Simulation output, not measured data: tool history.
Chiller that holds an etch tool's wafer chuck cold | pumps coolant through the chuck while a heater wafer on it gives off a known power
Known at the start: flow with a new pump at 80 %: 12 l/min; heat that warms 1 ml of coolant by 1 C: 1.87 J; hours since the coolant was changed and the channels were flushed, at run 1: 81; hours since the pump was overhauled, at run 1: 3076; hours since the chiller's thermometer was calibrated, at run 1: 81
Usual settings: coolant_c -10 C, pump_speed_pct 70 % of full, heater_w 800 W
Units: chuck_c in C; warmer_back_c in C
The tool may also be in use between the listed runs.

| run | hour | coolant_c | pump_speed_pct | heater_w | hours since the coolant was changed and the channels were flushed | hours since the pump was overhauled | hours since the chiller's thermometer was calibrated | chuck_c | warmer_back_c |
|---|---|---|---|---|---|---|---|---|---|
| 1 | 0 | -10 | 70 | 800 | 81 | 3076 | 81 | -2.06 | 2.45 |
| 2 | 136.1 | -10 | 70 | 800 | 217 | 3212 | 217 | -2.06 | 2.46 |
| 3 | 259.8 | -10 | 70 | 800 | 340 | 3336 | 340 | -1.94 | 2.46 |
| 4 | 381.2 | -10 | 70 | 800 | 462 | 3457 | 462 | -2.15 | 2.49 |
| 5 | 501.8 | -10 | 70 | 800 | 582 | 3578 | 582 | -2.19 | 2.47 |
| 6 | 615.1 | -10 | 70 | 800 | 696 | 3691 | 696 | -2.03 | 2.48 |
| 7 | 762.6 | 0 | 70 | 800 | 843 | 3838 | 843 | 7.93 | 2.5 |
| 8 | 851.3 | 0 | 70 | 800 | 932 | 3927 | 932 | 7.89 | 2.49 |
| 9 | 999.6 | 0 | 70 | 800 | 1080 | 4075 | 1080 | 7.96 | 2.51 |
| 10 | 1150.5 | 0 | 70 | 401 | 1231 | 4226 | 1231 | 4 | 1.28 |
|  | 1294.1 | coolant pump overhauled |
| 11 | 1305.7 | -10 | 70 | 800 | 1381 | 12 | 1381 | -2.11 | 2.52 |
| 12 | 1408.3 | -10 | 70 | 800 | 1484 | 114 | 1484 | -2.13 | 2.52 |
| 13 | 1562 | -10 | 70 | 800 | 1638 | 268 | 1638 | -2.12 | 2.52 |
| 14 | 1657.6 | -10 | 70 | 800 | 1733 | 364 | 1733 | -2.06 | 2.54 |
| 15 | 1760.8 | -10 | 70 | 800 | 1836 | 467 | 1836 | -2.04 | 2.53 |
| 16 | 1860.6 | -10 | 70 | 800 | 1936 | 567 | 1936 | -2.09 | 2.54 |
| 17 | 2005.9 | -13 | 66 | 478 | 2081 | 712 | 2081 | -7.89 | 1.63 |
| 18 | 2144.8 | -10 | 70 | 562 | 2220 | 851 | 2220 | -4.35 | 1.81 |
| 19 | 2298.7 | -4 | 61 | 421 | 2374 | 1005 | 2374 | 0.7 | 1.59 |
| 20 | 2433.6 | -10 | 80 | 589 | 2509 | 1140 | 2509 | -4.88 | 1.68 |
| 21 | 2580.7 | -6 | 70 | 800 | 2656 | 1287 | 2656 | 2.11 | 2.54 |
| 22 | 2695.5 | -6 | 70 | 800 | 2771 | 1401 | 2771 | 1.81 | 2.55 |
| 23 | 2789.8 | -6 | 70 | 419 | 2865 | 1496 | 2865 | -1.85 | 1.41 |
| 24 | 2906.2 | -6 | 70 | 419 | 2982 | 1612 | 2982 | -1.91 | 1.42 |
| 25 | 2973.6 | -12 | 73 | 988 | 3049 | 1680 | 3049 | -2.54 | 3.02 |
| 26 | 3047.8 | -12 | 73 | 988 | 3123 | 1754 | 3123 | -2.48 | 3.03 |
| 27 | 3187.7 | -2 | 70 | 521 | 3263 | 1894 | 3263 | 3.22 | 1.73 |
| 28 | 3333 | -10 | 66 | 940 | 3409 | 2039 | 3409 | -0.11 | 3.19 |
| 29 | 3434.3 | -10 | 66 | 940 | 3510 | 2140 | 3510 | -0.14 | 3.21 |
| 30 | 3526.5 | -5 | 64 | 419 | 3602 | 2232 | 3602 | -0.46 | 1.56 |
|  | 3546.7 | coolant changed, channels flushed |
|  | 3591.4 | chiller's thermometer calibrated |
| 31 | 3683.7 | -12 | 76 | 410 | 136 | 2383 | 92 | -8.27 | 1.3 |

Measured less the same run without the tool's hidden state. The same run-to-run variation is in both; the gauge's scatter may not be:
The hidden state here: heat passed by the chuck's channels, % of clean ones'; flow at a given pump speed, % of a new pump's; coolant's true temperature over the reading, C; drift of the gauge itself on chuck_c, C; drift of the gauge itself on warmer_back_c, C.
| run | warmer_back_c |
|---|---|
| 1 | +0 |
| 2 | +0.01 |
| 3 | +0.01 |
| 4 | +0.02 |
| 5 | +0.02 |
| 6 | +0.02 |
| 7 | +0.04 |
| 8 | +0.04 |
| 9 | +0.05 |
| 10 | +0.05 |
| 11 | +0.05 |
| 12 | +0.06 |
| 13 | +0.06 |
| 14 | +0.07 |
| 15 | +0.07 |
| 16 | +0.08 |
| 17 | +0.08 |
| 18 | +0.09 |
| 19 | +0.09 |
| 20 | +0.1 |
| 21 | +0.11 |
| 22 | +0.11 |
| 23 | +0.11 |
| 24 | +0.12 |
| 25 | +0.12 |
| 26 | +0.13 |
| 27 | +0.14 |
| 28 | +0.14 |
| 29 | +0.15 |
| 30 | +0.15 |
| 31 | +0.15 |
chuck_c: within 0.02 C of the measured result in every run.
